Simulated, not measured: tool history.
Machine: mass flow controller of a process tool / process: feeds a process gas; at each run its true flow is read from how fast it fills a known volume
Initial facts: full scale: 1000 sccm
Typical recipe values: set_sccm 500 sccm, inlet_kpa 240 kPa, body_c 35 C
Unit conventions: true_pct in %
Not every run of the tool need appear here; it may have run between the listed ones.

run 1 hour=0.0 | set_sccm=500 inlet_kpa=240 body_c=35 | true_pct=100.35
run 2 hour=84.7 | set_sccm=500 inlet_kpa=240 body_c=35 | true_pct=100.49
run 3 hour=142.4 | set_sccm=373 inlet_kpa=240 body_c=35 | true_pct=100.21
run 4 hour=204.7 | set_sccm=373 inlet_kpa=240 body_c=35 | true_pct=100.19
run 5 hour=303.7 | set_sccm=373 inlet_kpa=240 body_c=35 | true_pct=100.43
run 6 hour=392.0 | set_sccm=373 inlet_kpa=240 body_c=35 | true_pct=100.41
run 7 hour=494.4 | set_sccm=500 inlet_kpa=240 body_c=35 | true_pct=100.51
run 8 hour=582.3 | set_sccm=500 inlet_kpa=240 body_c=35 | true_pct=100.58
run 9 hour=650.3 | set_sccm=500 inlet_kpa=240 body_c=35 | true_pct=100.39
run 10 hour=745.1 | set_sccm=500 inlet_kpa=240 body_c=35 | true_pct=100.54
run 11 hour=847.8 | set_sccm=500 inlet_kpa=240 body_c=35 | true_pct=100.56
run 12 hour=893.4 | set_sccm=500 inlet_kpa=240 body_c=35 | true_pct=100.73
run 13 hour=992.8 | set_sccm=336 inlet_kpa=240 body_c=35 | true_pct=100.47
run 14 hour=1071.0 | set_sccm=500 inlet_kpa=240 body_c=22 | true_pct=99.30
run 15 hour=1168.9 | set_sccm=500 inlet_kpa=240 body_c=22 | true_pct=99.35
run 16 hour=1275.0 | set_sccm=500 inlet_kpa=240 body_c=35 | true_pct=100.73
run 17 hour=1325.9 | set_sccm=500 inlet_kpa=240 body_c=35 | true_pct=100.68
run 18 hour=1381.5 | set_sccm=500 inlet_kpa=240 body_c=35 | true_pct=100.54
run 19 hour=1454.2 | set_sccm=500 inlet_kpa=240 body_c=35 | true_pct=100.73
run 20 hour=1559.1 | set_sccm=500 inlet_kpa=240 body_c=35 | true_pct=100.69
run 21 hour=1606.4 | set_sccm=500 inlet_kpa=240 body_c=35 | true_pct=100.86
run 22 hour=1674.6 | set_sccm=500 inlet_kpa=240 body_c=35 | true_pct=100.75
run 23 hour=1717.9 | set_sccm=437 inlet_kpa=240 body_c=35 | true_pct=100.66
run 24 hour=1782.9 | set_sccm=500 inlet_kpa=240 body_c=31 | true_pct=100.42
run 25 hour=1861.3 | set_sccm=500 inlet_kpa=240 body_c=31 | true_pct=100.42
run 26 hour=1931.0 | set_sccm=672 inlet_kpa=240 body_c=35 | true_pct=100.93
-- hour=1938.1 controller's zero set anew
run 27 hour=2017.0 | set_sccm=672 inlet_kpa=240 body_c=35 | true_pct=101.13
run 28 hour=2078.9 | set_sccm=256 inlet_kpa=240 body_c=21 | true_pct=99.62
run 29 hour=2184.0 | set_sccm=256 inlet_kpa=240 body_c=34 | true_pct=100.79
run 30 hour=2283.2 | set_sccm=779 inlet_kpa=141 body_c=35 | true_pct=100.63
run 31 hour=2384.4 | set_sccm=228 inlet_kpa=240 body_c=34 | true_pct=101.03
-- hour=2436.9 controller's zero set anew, once more
run 32 hour=2438.7 | set_sccm=228 inlet_kpa=240 body_c=34 | true_pct=99.87
run 33 hour=2489.8 | set_sccm=500 inlet_kpa=201 body_c=29 | true_pct=99.77
run 34 hour=2576.5 | set_sccm=500 inlet_kpa=201 body_c=29 | true_pct=99.70
run 35 hour=2642.7 | set_sccm=500 inlet_kpa=245 body_c=20 | true_pct=98.90
run 36 hour=2711.2 | set_sccm=451 inlet_kpa=149 body_c=35 | true_pct=99.96
run 37 hour=2756.4 | set_sccm=500 inlet_kpa=157 body_c=34 | true_pct=99.91
run 38 hour=2833.9 | set_sccm=500 inlet_kpa=157 body_c=34 | true_pct=100.10
run 39 hour=2931.4 | set_sccm=181 inlet_kpa=157 body_c=34 | true_pct=99.70
run 40 hour=2995.7 | set_sccm=500 inlet_kpa=162 body_c=26 | true_pct=99.28
run 41 hour=3047.0 | set_sccm=500 inlet_kpa=162 body_c=26 | true_pct=99.28
run 42 hour=3133.9 | set_sccm=112 inlet_kpa=176 body_c=31 | true_pct=99.54
run 43 hour=3225.9 | set_sccm=705 inlet_kpa=176 body_c=39 | true_pct=101.05
run 44 hour=3331.9 | set_sccm=705 inlet_kpa=176 body_c=39 | true_pct=100.96
run 45 hour=3436.7 | set_sccm=894 inlet_kpa=177 body_c=37 | true_pct=101.28
run 46 hour=3525.7 | set_sccm=894 inlet_kpa=177 body_c=37 | true_pct=101.13
run 47 hour=3600.5 | set_sccm=894 inlet_kpa=177 body_c=37 | true_pct=101.15
run 48 hour=3665.6 | set_sccm=894 inlet_kpa=192 body_c=23 | true_pct=99.93

Here are 4 independent what-if runs from the current tool condition. What would each one return?
run A hour=3771.1 | set_sccm=500 inlet_kpa=240 body_c=27 | true_pct=?
run B hour=3771.1 | set_sccm=175 inlet_kpa=240 body_c=35 | true_pct=?
run C hour=3771.1 | set_sccm=269 inlet_kpa=192 body_c=24 | true_pct=?
run D hour=3771.1 | set_sccm=174 inlet_kpa=186 body_c=28 | true_pct=?

run=A true_pct=100.13
run=B true_pct=100.49
run=C true_pct=99.02
run=D true_pct=99.40
With no hidden state in the tool, these same runs would have given:
run=A true_pct=99.78
run=B true_pct=99.80
run=C true_pct=98.52
run=D true_pct=98.71
